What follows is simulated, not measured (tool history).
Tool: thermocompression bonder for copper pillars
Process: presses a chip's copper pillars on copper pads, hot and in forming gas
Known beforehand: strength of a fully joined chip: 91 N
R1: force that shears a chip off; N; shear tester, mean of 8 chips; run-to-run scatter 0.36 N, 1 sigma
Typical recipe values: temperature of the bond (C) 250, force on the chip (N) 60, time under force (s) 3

run 1 hour=0 | temperature_of_the_bond_(C)=250 force_on_the_chip_(N)=60 time_under_force_(s)=3 | R1=55.2
run 2 hour=19.3 | temperature_of_the_bond_(C)=250 force_on_the_chip_(N)=60 time_under_force_(s)=3 | R1=56.3
run 3 hour=38.2 | temperature_of_the_bond_(C)=250 force_on_the_chip_(N)=74 time_under_force_(s)=3 | R1=66.3
run 4 hour=53.8 | temperature_of_the_bond_(C)=250 force_on_the_chip_(N)=74 time_under_force_(s)=3 | R1=66.3
run 5 hour=78 | temperature_of_the_bond_(C)=250 force_on_the_chip_(N)=74 time_under_force_(s)=3 | R1=65.3
run 6 hour=88.7 | temperature_of_the_bond_(C)=270 force_on_the_chip_(N)=60 time_under_force_(s)=3 | R1=69.5
run 7 hour=112.5 | temperature_of_the_bond_(C)=270 force_on_the_chip_(N)=60 time_under_force_(s)=3 | R1=69.6
run 8 hour=131.9 | temperature_of_the_bond_(C)=270 force_on_the_chip_(N)=60 time_under_force_(s)=3 | R1=68.9
run 9 hour=144.1 | temperature_of_the_bond_(C)=250 force_on_the_chip_(N)=60 time_under_force_(s)=3 | R1=56.1
run 10 hour=161.9 | temperature_of_the_bond_(C)=250 force_on_the_chip_(N)=70 time_under_force_(s)=3 | R1=62.5
run 11 hour=184.9 | temperature_of_the_bond_(C)=250 force_on_the_chip_(N)=70 time_under_force_(s)=3 | R1=66.5
run 12 hour=199.4 | temperature_of_the_bond_(C)=260 force_on_the_chip_(N)=41 time_under_force_(s)=3 | R1=47.2
run 13 hour=218 | temperature_of_the_bond_(C)=260 force_on_the_chip_(N)=41 time_under_force_(s)=3 | R1=46.9
run 14 hour=232.3 | temperature_of_the_bond_(C)=241 force_on_the_chip_(N)=50 time_under_force_(s)=3 | R1=36
run 15 hour=252.2 | temperature_of_the_bond_(C)=250 force_on_the_chip_(N)=36 time_under_force_(s)=6 | R1=38
run 16 hour=270.9 | temperature_of_the_bond_(C)=250 force_on_the_chip_(N)=36 time_under_force_(s)=6 | R1=37.6
run 17 hour=290.5 | temperature_of_the_bond_(C)=250 force_on_the_chip_(N)=36 time_under_force_(s)=6 | R1=37.9

Not shown: 2 entries that the log had between the listed runs. Between which runs, and how does the tool's hidden state differ before and after?
Between runs 10 and 11: heater calibrated with a thermocouple chip (hour 165.5)
  true temperature of the bond over the reading, C: 7.3 -> 12.1; oxide that the forming gas leaves, % of the face: 1.94 -> 2.09
  what was measured, less what the result would be without the hidden state, R1: +3 -> +6.2 N
Between runs 13 and 14: heater calibrated with a thermocouple chip, once more (hour 232)
  true temperature of the bond over the reading, C: 12.3 -> 0.8; force that reaches the chip, % of what is set: 97.2 -> 97.1; oxide that the forming gas leaves, % of the face: 2.34 -> 2.43
  what was measured, less what the result would be without the hidden state, R1: +5.7 -> -1.4 N
